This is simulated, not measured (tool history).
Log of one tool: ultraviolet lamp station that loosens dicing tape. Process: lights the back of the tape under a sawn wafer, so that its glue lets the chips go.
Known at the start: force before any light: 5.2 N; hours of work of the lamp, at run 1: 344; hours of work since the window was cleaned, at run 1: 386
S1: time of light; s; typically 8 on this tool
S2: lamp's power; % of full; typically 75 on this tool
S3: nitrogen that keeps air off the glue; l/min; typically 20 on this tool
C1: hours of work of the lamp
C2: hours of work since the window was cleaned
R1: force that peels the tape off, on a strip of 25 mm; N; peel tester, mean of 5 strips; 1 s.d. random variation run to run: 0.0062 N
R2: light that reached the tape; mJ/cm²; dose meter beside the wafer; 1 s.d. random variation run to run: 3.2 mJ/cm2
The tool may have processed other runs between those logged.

run	hour	S1	S2	S3	C1	C2	R1	R2
1	0.0	8	75	20	344	386	0.223	452
2	16.8	8	75	20	354	397	0.225	449
3	27.3	8	75	20	361	403	0.218	446
4	42.2	8	75	20	370	412	0.242	446
5	53.2	8	75	33	376	419	0.191	444
6	70.6	8	75	20	387	429	0.231	441
7	84.8	8	75	9	395	438	0.344	435
8	93.5	7	75	20	401	443	0.304	387
9	104.8	8	75	20	408	450	0.228	439
10	114.4	8	75	20	413	456	0.230	435
11	125.4	8	75	20	420	462	0.236	440
12	138.9	8	75	20	428	471	0.234	435
13	149.0	8	75	20	434	477	0.231	438
14	162.4	8	75	20	442	485	0.250	435
15	174.4	8	75	20	450	492	0.246	433
16	187.8	8	65	20	458	500	0.325	371
17	197.5	8	65	20	464	506	0.317	370
# hour 199.6: window cleaned of glue's vapour
18	206.9	8	65	20	469	4	0.321	369
19	219.3	8	65	20	477	12	0.325	374
# hour 233.5: window cleaned of glue's vapour, once more
20	236.3	8	65	20	487	2	0.292	385
21	246.5	8	75	20	493	8	0.222	446
22	258.6	8	75	20	500	15	0.220	448
23	269.7	10	75	9	507	22	0.212	561
24	286.0	10	75	9	517	32	0.222	556
25	293.3	10	75	9	521	36	0.226	551
26	309.3	10	75	9	531	46	0.226	554
27	316.7	6	89	7	535	50	0.530	389
28	331.8	6	89	7	544	60	0.514	393
29	345.1	6	89	7	553	68	0.516	390
30	362.3	8	89	29	563	78	0.169	521
31	374.6	8	79	26	570	85	0.195	460
32	387.2	8	71	26	578	93	0.227	408
33	401.2	8	71	20	586	102	0.259	411
34	415.5	15	75	14	595	110	0.129	814
35	431.0	15	75	14	605	120	0.132	804
36	438.1	15	75	14	609	124	0.142	803
37	449.5	10	73	6	616	131	0.311	523
38	462.4	10	73	23	624	139	0.178	522
39	478.8	14	73	19	633	149	0.139	727
40	489.2	8	75	8	640	155	0.390	422
41	502.0	8	75	14	647	163	0.289	427
42	509.2	11	64	14	652	167	0.227	493
43	522.0	11	64	14	660	175	0.232	494

Predict each of these 4 candidate next runs independently; none follows another, all start after run 43:
A	535.7	11	72	16	668	183	?	?
B	535.7	5	79	13	668	183	?	?
C	535.7	11	64	10	668	183	?	?
D	535.7	11	64	8	668	183	?	?

run	R1	R2
A	0.174	554
B	0.691	280
C	0.252	494
D	0.286	495
With the hidden condition removed and each run's random variation left untouched, the same runs would have given:
run	R1	R2
A	0.142	669
B	0.485	337
C	0.181	597
D	0.200	597
